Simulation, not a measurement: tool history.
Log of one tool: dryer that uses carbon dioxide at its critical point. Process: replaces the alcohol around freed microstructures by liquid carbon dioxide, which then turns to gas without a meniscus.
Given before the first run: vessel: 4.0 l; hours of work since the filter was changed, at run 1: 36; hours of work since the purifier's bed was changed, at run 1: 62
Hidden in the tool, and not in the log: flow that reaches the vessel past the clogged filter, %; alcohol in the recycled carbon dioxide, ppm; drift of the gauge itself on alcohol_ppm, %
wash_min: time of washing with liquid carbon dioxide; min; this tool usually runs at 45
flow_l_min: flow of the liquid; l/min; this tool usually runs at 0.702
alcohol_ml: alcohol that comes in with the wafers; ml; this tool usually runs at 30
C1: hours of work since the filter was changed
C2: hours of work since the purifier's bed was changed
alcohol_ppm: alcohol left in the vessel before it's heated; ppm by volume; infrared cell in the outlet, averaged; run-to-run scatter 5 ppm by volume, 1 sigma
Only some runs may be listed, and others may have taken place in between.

{"run": 1, "hour": 0.0, "wash_min": 45, "flow_l_min": 0.702, "alcohol_ml": 30, "C1": 36, "C2": 62, "alcohol_ppm": 42}
{"run": 2, "hour": 8.8, "wash_min": 39, "flow_l_min": 0.702, "alcohol_ml": 30, "C1": 41, "C2": 67, "alcohol_ppm": 55}
{"run": 3, "hour": 21.7, "wash_min": 39, "flow_l_min": 0.702, "alcohol_ml": 30, "C1": 48, "C2": 74, "alcohol_ppm": 54}
{"run": 4, "hour": 35.4, "wash_min": 39, "flow_l_min": 0.702, "alcohol_ml": 30, "C1": 56, "C2": 82, "alcohol_ppm": 56}
{"run": 5, "hour": 48.9, "wash_min": 39, "flow_l_min": 0.702, "alcohol_ml": 30, "C1": 64, "C2": 90, "alcohol_ppm": 60}
{"run": 6, "hour": 57.8, "wash_min": 39, "flow_l_min": 0.702, "alcohol_ml": 30, "C1": 69, "C2": 95, "alcohol_ppm": 56}
{"run": 7, "hour": 66.2, "wash_min": 61, "flow_l_min": 0.702, "alcohol_ml": 30, "C1": 73, "C2": 99, "alcohol_ppm": 47}
{"run": 8, "hour": 75.4, "wash_min": 61, "flow_l_min": 0.702, "alcohol_ml": 30, "C1": 79, "C2": 104, "alcohol_ppm": 46}
{"run": 9, "hour": 93.2, "wash_min": 45, "flow_l_min": 0.702, "alcohol_ml": 30, "C1": 89, "C2": 114, "alcohol_ppm": 64}
{"run": 10, "hour": 106.8, "wash_min": 42, "flow_l_min": 0.702, "alcohol_ml": 30, "C1": 96, "C2": 122, "alcohol_ppm": 70}
{"run": 11, "hour": 121.7, "wash_min": 54, "flow_l_min": 0.702, "alcohol_ml": 30, "C1": 105, "C2": 130, "alcohol_ppm": 46}
{"run": 12, "hour": 138.6, "wash_min": 54, "flow_l_min": 0.702, "alcohol_ml": 30, "C1": 114, "C2": 140, "alcohol_ppm": 57}
{"run": 13, "hour": 149.0, "wash_min": 45, "flow_l_min": 0.448, "alcohol_ml": 30, "C1": 120, "C2": 146, "alcohol_ppm": 169}
{"run": 14, "hour": 160.3, "wash_min": 45, "flow_l_min": 0.448, "alcohol_ml": 30, "C1": 126, "C2": 152, "alcohol_ppm": 174}
{"run": 15, "hour": 168.9, "wash_min": 45, "flow_l_min": 0.448, "alcohol_ml": 30, "C1": 131, "C2": 157, "alcohol_ppm": 185}
{"run": 16, "hour": 178.9, "wash_min": 45, "flow_l_min": 0.448, "alcohol_ml": 30, "C1": 137, "C2": 163, "alcohol_ppm": 187}
{"run": 17, "hour": 187.7, "wash_min": 45, "flow_l_min": 0.448, "alcohol_ml": 30, "C1": 142, "C2": 167, "alcohol_ppm": 177}
{"run": 18, "hour": 198.9, "wash_min": 30, "flow_l_min": 0.702, "alcohol_ml": 30, "C1": 148, "C2": 174, "alcohol_ppm": 175}
{"run": 19, "hour": 209.1, "wash_min": 45, "flow_l_min": 0.512, "alcohol_ml": 30, "C1": 154, "C2": 179, "alcohol_ppm": 145}
{"run": 20, "hour": 224.3, "wash_min": 45, "flow_l_min": 0.512, "alcohol_ml": 30, "C1": 162, "C2": 188, "alcohol_ppm": 137}
{"run": 21, "hour": 240.9, "wash_min": 45, "flow_l_min": 0.512, "alcohol_ml": 30, "C1": 171, "C2": 197, "alcohol_ppm": 146}
{"run": 22, "hour": 254.6, "wash_min": 45, "flow_l_min": 0.512, "alcohol_ml": 30, "C1": 179, "C2": 205, "alcohol_ppm": 154}
{"run": 23, "hour": 266.1, "wash_min": 45, "flow_l_min": 0.702, "alcohol_ml": 30, "C1": 186, "C2": 211, "alcohol_ppm": 95}
{"run": 24, "hour": 280.8, "wash_min": 45, "flow_l_min": 0.702, "alcohol_ml": 106, "C1": 194, "C2": 220, "alcohol_ppm": 137}
{"run": 25, "hour": 293.4, "wash_min": 32, "flow_l_min": 0.583, "alcohol_ml": 21, "C1": 201, "C2": 227, "alcohol_ppm": 229}
{"run": 26, "hour": 302.7, "wash_min": 47, "flow_l_min": 0.482, "alcohol_ml": 23, "C1": 206, "C2": 232, "alcohol_ppm": 152}
{"run": 27, "hour": 313.6, "wash_min": 61, "flow_l_min": 0.482, "alcohol_ml": 53, "C1": 212, "C2": 238, "alcohol_ppm": 128}
{"run": 28, "hour": 330.6, "wash_min": 61, "flow_l_min": 0.482, "alcohol_ml": 53, "C1": 222, "C2": 248, "alcohol_ppm": 129}
{"run": 29, "hour": 342.8, "wash_min": 67, "flow_l_min": 0.482, "alcohol_ml": 53, "C1": 229, "C2": 254, "alcohol_ppm": 108}
{"run": 30, "hour": 358.7, "wash_min": 67, "flow_l_min": 0.482, "alcohol_ml": 53, "C1": 238, "C2": 263, "alcohol_ppm": 114}
{"run": 31, "hour": 376.5, "wash_min": 41, "flow_l_min": 0.566, "alcohol_ml": 40, "C1": 247, "C2": 273, "alcohol_ppm": 220}
{"run": 32, "hour": 388.8, "wash_min": 32, "flow_l_min": 0.566, "alcohol_ml": 20, "C1": 254, "C2": 280, "alcohol_ppm": 257}
{"run": 33, "hour": 405.9, "wash_min": 64, "flow_l_min": 0.702, "alcohol_ml": 75, "C1": 264, "C2": 290, "alcohol_ppm": 112}
{"run": 34, "hour": 422.6, "wash_min": 45, "flow_l_min": 0.702, "alcohol_ml": 111, "C1": 273, "C2": 299, "alcohol_ppm": 190}
{"run": 35, "hour": 440.8, "wash_min": 66, "flow_l_min": 1.021, "alcohol_ml": 30, "C1": 284, "C2": 309, "alcohol_ppm": 110}
{"run": 36, "hour": 453.9, "wash_min": 66, "flow_l_min": 0.72, "alcohol_ml": 30, "C1": 291, "C2": 317, "alcohol_ppm": 122}
{"hour": 467.2, "done": "inlet filter changed"}
{"run": 37, "hour": 467.2, "wash_min": 46, "flow_l_min": 0.702, "alcohol_ml": 117, "C1": 0, "C2": 324, "alcohol_ppm": 146}
{"run": 38, "hour": 479.1, "wash_min": 46, "flow_l_min": 0.702, "alcohol_ml": 117, "C1": 7, "C2": 330, "alcohol_ppm": 139}
{"run": 39, "hour": 491.3, "wash_min": 41, "flow_l_min": 0.807, "alcohol_ml": 78, "C1": 13, "C2": 337, "alcohol_ppm": 142}
{"run": 40, "hour": 505.4, "wash_min": 41, "flow_l_min": 0.807, "alcohol_ml": 78, "C1": 21, "C2": 345, "alcohol_ppm": 138}
{"run": 41, "hour": 517.9, "wash_min": 29, "flow_l_min": 0.959, "alcohol_ml": 29, "C1": 28, "C2": 352, "alcohol_ppm": 142}
{"run": 42, "hour": 528.0, "wash_min": 45, "flow_l_min": 1.143, "alcohol_ml": 30, "C1": 34, "C2": 358, "alcohol_ppm": 137}
{"run": 43, "hour": 539.4, "wash_min": 45, "flow_l_min": 1.143, "alcohol_ml": 30, "C1": 40, "C2": 364, "alcohol_ppm": 122}
{"run": 44, "hour": 557.5, "wash_min": 58, "flow_l_min": 0.656, "alcohol_ml": 27, "C1": 51, "C2": 374, "alcohol_ppm": 136}
{"run": 45, "hour": 567.0, "wash_min": 45, "flow_l_min": 0.702, "alcohol_ml": 28, "C1": 56, "C2": 380, "alcohol_ppm": 139}
{"run": 46, "hour": 583.2, "wash_min": 47, "flow_l_min": 0.695, "alcohol_ml": 30, "C1": 65, "C2": 389, "alcohol_ppm": 150}
{"run": 47, "hour": 598.1, "wash_min": 63, "flow_l_min": 0.702, "alcohol_ml": 26, "C1": 73, "C2": 397, "alcohol_ppm": 143}

Pick out some run-to-run changes in alcohol_ppm. Of each, how much would a tool without hidden state show as well, from the settings, what came in and chance, and how much is left for the hidden state and any gauge scatter not in both results compared?
Run 12 -> 13: wash_min 54 -> 45, flow_l_min 0.702 -> 0.448. alcohol_ppm +112 ppm by volume: hidden state +26, all else +86.
Run 30 -> 31: wash_min 67 -> 41, flow_l_min 0.482 -> 0.566, alcohol_ml 53 -> 40. alcohol_ppm +106 ppm by volume: hidden state +42, all else +64.
Run 32 -> 33: wash_min 32 -> 64, flow_l_min 0.566 -> 0.702, alcohol_ml 20 -> 75. alcohol_ppm -145 ppm by volume: hidden state -52, all else -93.
Run 33 -> 34: wash_min 64 -> 45, alcohol_ml 75 -> 111. alcohol_ppm +78 ppm by volume: hidden state +43, all else +35.

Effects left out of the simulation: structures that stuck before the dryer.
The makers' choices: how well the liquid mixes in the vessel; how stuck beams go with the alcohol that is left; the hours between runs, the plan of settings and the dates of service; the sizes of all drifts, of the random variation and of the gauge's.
